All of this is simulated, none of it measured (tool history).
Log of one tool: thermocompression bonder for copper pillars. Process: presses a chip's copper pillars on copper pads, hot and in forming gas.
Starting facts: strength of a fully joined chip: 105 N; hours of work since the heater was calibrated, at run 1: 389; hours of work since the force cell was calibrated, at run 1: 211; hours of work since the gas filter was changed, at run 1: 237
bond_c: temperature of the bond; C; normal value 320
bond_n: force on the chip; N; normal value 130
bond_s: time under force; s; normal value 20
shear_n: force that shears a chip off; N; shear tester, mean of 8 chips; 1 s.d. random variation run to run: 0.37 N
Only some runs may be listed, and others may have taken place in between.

run	hour	bond_c	bond_n	bond_s	hours of work since the heater was calibrated	hours of work since the force cell was calibrated	hours of work since the gas filter was changed	shear_n
1	0	320	130	20	389	211	237	40.4
2	8	320	130	57	393	215	241	58.9
3	14.5	320	103	20	396	218	245	33.3
4	26.6	320	130	59	402	224	251	57.6
5	33	320	130	59	405	227	254	58.6
6	46.1	320	130	59	412	234	261	58
7	57.9	320	130	59	418	240	267	58.5
8	63.2	320	130	59	420	243	269	58.6
9	68.7	320	130	59	423	245	272	58.1
10	75.3	320	130	59	426	249	275	58.1
11	84.6	320	130	20	431	253	280	39.2
12	92.1	320	130	20	435	257	284	39.5
13	98.3	332	130	20	438	260	287	46.2
14	105.8	332	130	20	442	264	291	46.4
15	114	320	140	20	446	268	295	41.8
16	124.6	320	130	44	451	273	300	53.1
17	130.6	320	130	44	454	276	303	52.3
18	143.6	321	149	37	461	283	310	54.5
19	149.6	321	173	37	464	286	313	60.2
20	162.7	314	109	36	470	293	319	39.4
21	168.1	326	130	31	473	295	322	49.6
22	176.1	326	130	31	477	299	326	50.1
23	186.5	326	130	31	482	304	331	48.9
24	198.1	297	130	52	488	310	337	40.4
25	207.4	297	130	52	493	315	342	40.6

Predict the results of run 26:
# hour 215: forming gas filter changed
26	220.9	324	130	12	499	321	3	?

{"run 26": {"shear_n": 35.4}}
Take away the tool's hidden state, keep the run-to-run variation as it was, and the same run would have given shear_n 39.8 N.
